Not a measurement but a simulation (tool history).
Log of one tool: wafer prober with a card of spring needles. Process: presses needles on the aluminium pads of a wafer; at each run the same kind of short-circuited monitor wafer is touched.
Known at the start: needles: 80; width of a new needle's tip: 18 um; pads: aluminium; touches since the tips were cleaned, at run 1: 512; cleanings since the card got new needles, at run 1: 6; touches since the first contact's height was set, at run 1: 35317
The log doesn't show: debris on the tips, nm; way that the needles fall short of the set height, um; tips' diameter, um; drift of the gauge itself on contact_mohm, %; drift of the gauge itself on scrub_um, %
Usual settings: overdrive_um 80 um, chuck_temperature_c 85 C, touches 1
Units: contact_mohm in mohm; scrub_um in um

run,hour,overdrive_um,chuck_temperature_c,touches,touches since the tips were cleaned,cleanings since the card got new needles,touches since the first contact's height was set,contact_mohm,scrub_um
1,0.0,80,85,1,512,6,35317,256,10.73
2,11.9,80,41,1,3910,6,38715,289,10.74
# hour 16.7: tips cleaned on abrasive film
3,21.3,80,41,1,1332,7,41395,268,10.65
4,31.9,80,85,1,4361,7,44424,296,10.68
# hour 34.5: tips cleaned on abrasive film
5,39.3,80,85,1,1368,8,46507,278,10.65
6,50.4,80,85,1,4542,8,49681,298,10.71
# hour 52.9: tips cleaned on abrasive film
7,61.8,80,85,1,2542,9,52910,286,10.67
# hour 71.1: tips cleaned on abrasive film
8,73.7,80,85,1,761,10,56305,265,10.63
9,82.0,80,85,1,3133,10,58677,290,10.64
# hour 88.7: tips cleaned on abrasive film
10,97.8,80,85,1,2599,11,63155,289,10.65
# hour 106.9: tips cleaned on abrasive film
11,109.0,80,85,1,604,12,66343,263,10.64
12,116.5,80,85,1,2743,12,68482,293,10.66
# hour 124.8: tips cleaned on abrasive film
13,129.9,80,85,1,1477,13,72302,272,10.67
14,141.2,75,46,2,4695,13,75520,276,9.99
# hour 142.7: tips cleaned on abrasive film
15,149.6,75,46,2,1960,14,77900,263,9.95
16,159.6,92,64,1,4828,14,80768,283,12.27
# hour 160.5: tips cleaned on abrasive film
17,170.9,74,85,1,2962,15,83958,304,9.80
# hour 179.3: tips cleaned on abrasive film
18,180.4,82,42,1,320,16,86660,245,10.89
19,189.2,82,85,1,2841,16,89181,294,10.92
# hour 197.1: tips cleaned on abrasive film
20,201.6,80,37,1,1272,17,92692,264,10.60

Some steps in contact_mohm between neighbouring runs. How much of each would the tool show without its hidden state too (settings, what came in, random variation), and how much is left for the hidden state, with any gauge scatter that isn't in both results?
Run 1 -> 2: chuck_temperature_c 85 -> 41. contact_mohm +33 mohm: hidden state +44, all else -11.
Run 17 -> 18: overdrive_um 74 -> 82, chuck_temperature_c 85 -> 42, tips cleaned on abrasive film. contact_mohm -59 mohm: hidden state -48, all else -11.
Run 18 -> 19: chuck_temperature_c 42 -> 85. contact_mohm +49 mohm: hidden state +37, all else +12.
